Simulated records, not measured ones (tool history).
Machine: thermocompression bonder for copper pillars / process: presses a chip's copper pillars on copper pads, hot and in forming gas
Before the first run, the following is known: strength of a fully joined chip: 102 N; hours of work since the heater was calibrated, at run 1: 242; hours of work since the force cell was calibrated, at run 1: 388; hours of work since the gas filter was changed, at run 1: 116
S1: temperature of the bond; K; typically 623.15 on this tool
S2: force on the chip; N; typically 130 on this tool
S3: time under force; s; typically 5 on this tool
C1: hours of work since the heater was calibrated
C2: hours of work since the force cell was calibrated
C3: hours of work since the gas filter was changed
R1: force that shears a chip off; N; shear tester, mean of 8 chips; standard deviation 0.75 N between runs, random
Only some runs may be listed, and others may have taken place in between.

{"run": 1, "hour": 0.0, "S1": 623.15, "S2": 130, "S3": 5, "C1": 242, "C2": 388, "C3": 116, "R1": 53.0}
{"run": 2, "hour": 17.8, "S1": 623.15, "S2": 130, "S3": 5, "C1": 256, "C2": 402, "C3": 130, "R1": 51.1}
{"run": 3, "hour": 38.8, "S1": 626.15, "S2": 130, "S3": 5, "C1": 273, "C2": 419, "C3": 147, "R1": 52.5}
{"run": 4, "hour": 55.6, "S1": 626.15, "S2": 130, "S3": 5, "C1": 286, "C2": 432, "C3": 160, "R1": 53.0}
{"run": 5, "hour": 66.8, "S1": 626.15, "S2": 130, "S3": 5, "C1": 295, "C2": 441, "C3": 169, "R1": 53.1}
{"run": 6, "hour": 88.0, "S1": 626.15, "S2": 130, "S3": 5, "C1": 312, "C2": 458, "C3": 186, "R1": 53.5}
{"hour": 103.5, "done": "forming gas filter changed"}
{"run": 7, "hour": 109.5, "S1": 626.15, "S2": 130, "S3": 5, "C1": 329, "C2": 474, "C3": 5, "R1": 59.0}
{"run": 8, "hour": 120.7, "S1": 626.15, "S2": 130, "S3": 6, "C1": 338, "C2": 483, "C3": 14, "R1": 60.9}
{"run": 9, "hour": 139.3, "S1": 626.15, "S2": 130, "S3": 6, "C1": 353, "C2": 498, "C3": 29, "R1": 59.2}
{"run": 10, "hour": 154.7, "S1": 626.15, "S2": 130, "S3": 6, "C1": 365, "C2": 511, "C3": 41, "R1": 59.8}
{"run": 11, "hour": 179.1, "S1": 626.15, "S2": 130, "S3": 6, "C1": 385, "C2": 530, "C3": 60, "R1": 59.1}
{"run": 12, "hour": 202.4, "S1": 623.15, "S2": 130, "S3": 5, "C1": 403, "C2": 549, "C3": 79, "R1": 52.7}
{"run": 13, "hour": 217.5, "S1": 623.15, "S2": 124, "S3": 5, "C1": 415, "C2": 561, "C3": 91, "R1": 52.2}
{"run": 14, "hour": 242.3, "S1": 632.15, "S2": 130, "S3": 5, "C1": 435, "C2": 580, "C3": 111, "R1": 56.6}
{"run": 15, "hour": 255.5, "S1": 632.15, "S2": 130, "S3": 5, "C1": 445, "C2": 591, "C3": 121, "R1": 56.9}
{"run": 16, "hour": 276.4, "S1": 623.15, "S2": 147, "S3": 5, "C1": 462, "C2": 608, "C3": 138, "R1": 57.1}
{"run": 17, "hour": 302.1, "S1": 623.15, "S2": 130, "S3": 5, "C1": 483, "C2": 628, "C3": 158, "R1": 53.2}
{"hour": 304.9, "done": "force cell calibrated"}
{"run": 18, "hour": 316.9, "S1": 623.15, "S2": 130, "S3": 12, "C1": 493, "C2": 10, "C3": 169, "R1": 67.1}
{"run": 19, "hour": 336.4, "S1": 647.15, "S2": 130, "S3": 5, "C1": 509, "C2": 25, "C3": 185, "R1": 63.4}
{"hour": 342.8, "done": "force cell calibrated, once more"}
{"hour": 355.2, "done": "forming gas filter changed"}
{"run": 20, "hour": 356.4, "S1": 623.15, "S2": 146, "S3": 5, "C1": 523, "C2": 10, "C3": 1, "R1": 59.1}
{"run": 21, "hour": 368.1, "S1": 629.15, "S2": 129, "S3": 8, "C1": 533, "C2": 20, "C3": 10, "R1": 67.3}
{"run": 22, "hour": 388.8, "S1": 629.15, "S2": 129, "S3": 5, "C1": 549, "C2": 36, "C3": 27, "R1": 57.8}
{"run": 23, "hour": 401.5, "S1": 633.15, "S2": 166, "S3": 10, "C1": 559, "C2": 46, "C3": 37, "R1": 79.9}
{"run": 24, "hour": 421.0, "S1": 633.15, "S2": 150, "S3": 10, "C1": 575, "C2": 62, "C3": 52, "R1": 75.3}
{"run": 25, "hour": 431.5, "S1": 633.15, "S2": 150, "S3": 10, "C1": 583, "C2": 70, "C3": 61, "R1": 74.3}
{"run": 26, "hour": 447.4, "S1": 646.15, "S2": 150, "S3": 13, "C1": 596, "C2": 83, "C3": 74, "R1": 85.2}
{"run": 27, "hour": 471.2, "S1": 646.15, "S2": 150, "S3": 13, "C1": 615, "C2": 102, "C3": 93, "R1": 83.6}
{"run": 28, "hour": 489.4, "S1": 646.15, "S2": 150, "S3": 13, "C1": 629, "C2": 117, "C3": 107, "R1": 83.4}
{"run": 29, "hour": 509.2, "S1": 608.15, "S2": 145, "S3": 5, "C1": 645, "C2": 132, "C3": 123, "R1": 46.9}
{"run": 30, "hour": 532.3, "S1": 608.15, "S2": 145, "S3": 5, "C1": 664, "C2": 151, "C3": 141, "R1": 46.7}
{"run": 31, "hour": 555.8, "S1": 614.15, "S2": 139, "S3": 5, "C1": 682, "C2": 170, "C3": 160, "R1": 46.3}
{"run": 32, "hour": 575.3, "S1": 623.15, "S2": 169, "S3": 4, "C1": 698, "C2": 185, "C3": 176, "R1": 54.6}
{"run": 33, "hour": 599.2, "S1": 623.15, "S2": 169, "S3": 4, "C1": 717, "C2": 204, "C3": 195, "R1": 52.2}
{"hour": 604.5, "done": "forming gas filter changed"}
{"run": 34, "hour": 617.1, "S1": 648.15, "S2": 99, "S3": 5, "C1": 731, "C2": 218, "C3": 10, "R1": 57.1}
{"run": 35, "hour": 640.5, "S1": 640.15, "S2": 130, "S3": 4, "C1": 749, "C2": 237, "C3": 29, "R1": 60.0}
{"run": 36, "hour": 655.4, "S1": 640.15, "S2": 130, "S3": 4, "C1": 761, "C2": 249, "C3": 41, "R1": 57.8}
{"run": 37, "hour": 675.7, "S1": 640.15, "S2": 130, "S3": 4, "C1": 778, "C2": 265, "C3": 57, "R1": 57.5}
{"run": 38, "hour": 691.4, "S1": 615.15, "S2": 158, "S3": 3, "C1": 790, "C2": 277, "C3": 69, "R1": 46.7}
{"run": 39, "hour": 716.5, "S1": 604.15, "S2": 150, "S3": 3, "C1": 810, "C2": 297, "C3": 89, "R1": 37.9}
{"run": 40, "hour": 733.1, "S1": 604.15, "S2": 150, "S3": 3, "C1": 823, "C2": 311, "C3": 103, "R1": 38.2}

How the hidden state differs across the entries between the runs, from the last listed run before each to the first after it:
Logged between run 6 and run 7: forming gas filter changed (hour 103.5)
  true temperature of the bond over the reading, C: -2.3 -> -2.4; force that reaches the chip, % of what is set: 103.4 -> 103.5; oxide that the forming gas leaves, % of the face: 9.64 -> 0.82
  what was measured, less what the result would be without the hidden state, R1: -5.3 -> -0.2 N
Logged between run 17 and run 18: force cell calibrated (hour 304.9)
  true temperature of the bond over the reading, C: -3.5 -> -3.6; force that reaches the chip, % of what is set: 104.4 -> 105.7; oxide that the forming gas leaves, % of the face: 8.19 -> 8.74
  what was measured, less what the result would be without the hidden state, R1: -4.7 -> -6.0 N
Logged between run 19 and run 20: force cell calibrated, once more (hour 342.8); forming gas filter changed (hour 355.2)
  true temperature of the bond over the reading, C: -3.7 -> -3.8; force that reaches the chip, % of what is set: 105.8 -> 100.4; oxide that the forming gas leaves, % of the face: 9.45 -> 0.61
  what was measured, less what the result would be without the hidden state, R1: -6.1 -> -2.0 N
Logged between run 33 and run 34: forming gas filter changed (hour 604.5)
  true temperature of the bond over the reading, C: -5.3 -> -5.4; oxide that the forming gas leaves, % of the face: 10.07 -> 1.07
  what was measured, less what the result would be without the hidden state, R1: -8.0 -> -2.5 N

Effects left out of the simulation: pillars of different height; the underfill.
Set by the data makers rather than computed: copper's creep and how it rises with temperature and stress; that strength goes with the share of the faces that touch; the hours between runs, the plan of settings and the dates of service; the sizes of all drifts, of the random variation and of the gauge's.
